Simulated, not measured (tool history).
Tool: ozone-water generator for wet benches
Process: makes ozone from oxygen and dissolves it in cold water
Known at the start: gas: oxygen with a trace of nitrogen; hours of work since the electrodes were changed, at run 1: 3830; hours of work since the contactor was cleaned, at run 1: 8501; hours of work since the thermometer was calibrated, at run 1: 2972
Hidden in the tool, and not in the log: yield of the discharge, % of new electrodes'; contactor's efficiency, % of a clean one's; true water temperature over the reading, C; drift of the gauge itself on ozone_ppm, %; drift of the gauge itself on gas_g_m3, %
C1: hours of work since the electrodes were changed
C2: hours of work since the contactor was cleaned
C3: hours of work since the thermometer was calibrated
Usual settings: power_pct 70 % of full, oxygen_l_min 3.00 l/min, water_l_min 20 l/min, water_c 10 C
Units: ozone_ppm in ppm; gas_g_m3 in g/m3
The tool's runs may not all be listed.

Run 1, hour 0.0: usual settings; C1 3830; C2 8501; C3 2972. Result: ozone_ppm 19.0 ppm, gas_g_m3 200.4 g/m3.
Run 2, hour 108.0: usual settings; C1 3920; C2 8591; C3 3062. Result: ozone_ppm 19.2 ppm, gas_g_m3 201.5 g/m3.
Run 3, hour 269.7: usual settings but oxygen_l_min 2.13 l/min; C1 4055; C2 8726; C3 3197. Result: ozone_ppm 18.2 ppm, gas_g_m3 246.7 g/m3.
Run 4, hour 461.3: usual settings but oxygen_l_min 2.13 l/min; C1 4215; C2 8886; C3 3357. Result: ozone_ppm 18.2 ppm, gas_g_m3 248.7 g/m3.
Run 5, hour 563.4: usual settings but oxygen_l_min 2.13 l/min; C1 4301; C2 8971; C3 3442. Result: ozone_ppm 18.2 ppm, gas_g_m3 247.7 g/m3.
Run 6, hour 711.1: usual settings but water_c 7 C; C1 4424; C2 9095; C3 3566. Result: ozone_ppm 19.3 ppm, gas_g_m3 199.3 g/m3.
Run 7, hour 920.6: usual settings but water_c 7 C; C1 4599; C2 9270; C3 3741. Result: ozone_ppm 19.5 ppm, gas_g_m3 199.6 g/m3.
Run 8, hour 1138.3: usual settings but water_c 7 C; C1 4781; C2 9452; C3 3923. Result: ozone_ppm 19.5 ppm, gas_g_m3 201.8 g/m3.
Run 9, hour 1231.9: usual settings but water_c 7 C; C1 4859; C2 9530; C3 4001. Result: ozone_ppm 19.8 ppm, gas_g_m3 200.1 g/m3.
Run 10, hour 1388.6: usual settings but water_c 12 C; C1 4990; C2 9661; C3 4132. Result: ozone_ppm 18.7 ppm, gas_g_m3 198.6 g/m3.
Run 11, hour 1507.9: usual settings but power_pct 64 % of full; C1 5090; C2 9761; C3 4232. Result: ozone_ppm 17.6 ppm, gas_g_m3 186.1 g/m3.
Run 12, hour 1601.1: usual settings but power_pct 42 % of full, water_l_min 21 l/min; C1 5167; C2 9838; C3 4309. Result: ozone_ppm 12.6 ppm, gas_g_m3 139.3 g/m3.
Run 13, hour 1763.6: usual settings but power_pct 50 % of full, oxygen_l_min 2.09 l/min, water_l_min 21 l/min; C1 5303; C2 9974; C3 4445. Result: ozone_ppm 13.4 ppm, gas_g_m3 194.3 g/m3.
Run 14, hour 1881.1: usual settings but power_pct 50 % of full, oxygen_l_min 2.09 l/min, water_l_min 21 l/min; C1 5401; C2 10072; C3 4543. Result: ozone_ppm 13.5 ppm, gas_g_m3 193.3 g/m3.
Run 15, hour 2038.1: usual settings but power_pct 50 % of full, oxygen_l_min 2.09 l/min, water_l_min 21 l/min; C1 5533; C2 10203; C3 4674. Result: ozone_ppm 13.5 ppm, gas_g_m3 193.9 g/m3.
Run 16, hour 2148.1: usual settings but power_pct 50 % of full, oxygen_l_min 3.17 l/min, water_l_min 21 l/min, water_c 7 C; C1 5625; C2 10295; C3 4766. Result: ozone_ppm 14.7 ppm, gas_g_m3 149.9 g/m3.
Run 17, hour 2334.7: usual settings but power_pct 50 % of full, oxygen_l_min 3.17 l/min, water_l_min 21 l/min, water_c 7 C; C1 5780; C2 10451; C3 4922. Result: ozone_ppm 15.1 ppm, gas_g_m3 149.4 g/m3.
Run 18, hour 2446.1: usual settings but power_pct 42 % of full, oxygen_l_min 3.38 l/min, water_l_min 21 l/min, water_c 7 C; C1 5873; C2 10544; C3 5015. Result: ozone_ppm 13.1 ppm, gas_g_m3 127.7 g/m3.
Run 19, hour 2590.4: usual settings but power_pct 42 % of full, oxygen_l_min 3.38 l/min, water_l_min 21 l/min, water_c 7 C; C1 5994; C2 10665; C3 5136. Result: ozone_ppm 13.1 ppm, gas_g_m3 126.6 g/m3.
Run 20, hour 2800.5: usual settings but power_pct 77 % of full, water_c 5 C; C1 6169; C2 10840; C3 5311. Result: ozone_ppm 21.4 ppm, gas_g_m3 212.2 g/m3.
At hour 2904.6: water thermometer calibrated.
Run 21, hour 3025.2: usual settings but power_pct 97 % of full, oxygen_l_min 1.77 l/min; C1 6357; C2 11028; C3 101. Result: ozone_ppm 22.0 ppm, gas_g_m3 342.2 g/m3.

The same runs without the tool's hidden state, with the same run-to-run variation:
run  gas_g_m3
  1     200.5
  2     201.8
  3     247.4
  4     249.8
  5     249.0
  6     200.6
  7     201.3
  8     203.9
  9     202.3
 10     201.1
 11     188.5
 12     141.3
 13     197.2
 14     196.5
 15     197.3
 16     152.7
 17     152.5
 18     130.4
 19     129.5
 20     217.4
 21     351.3
ozone_ppm: within 0.1 ppm of the measured result in every run.

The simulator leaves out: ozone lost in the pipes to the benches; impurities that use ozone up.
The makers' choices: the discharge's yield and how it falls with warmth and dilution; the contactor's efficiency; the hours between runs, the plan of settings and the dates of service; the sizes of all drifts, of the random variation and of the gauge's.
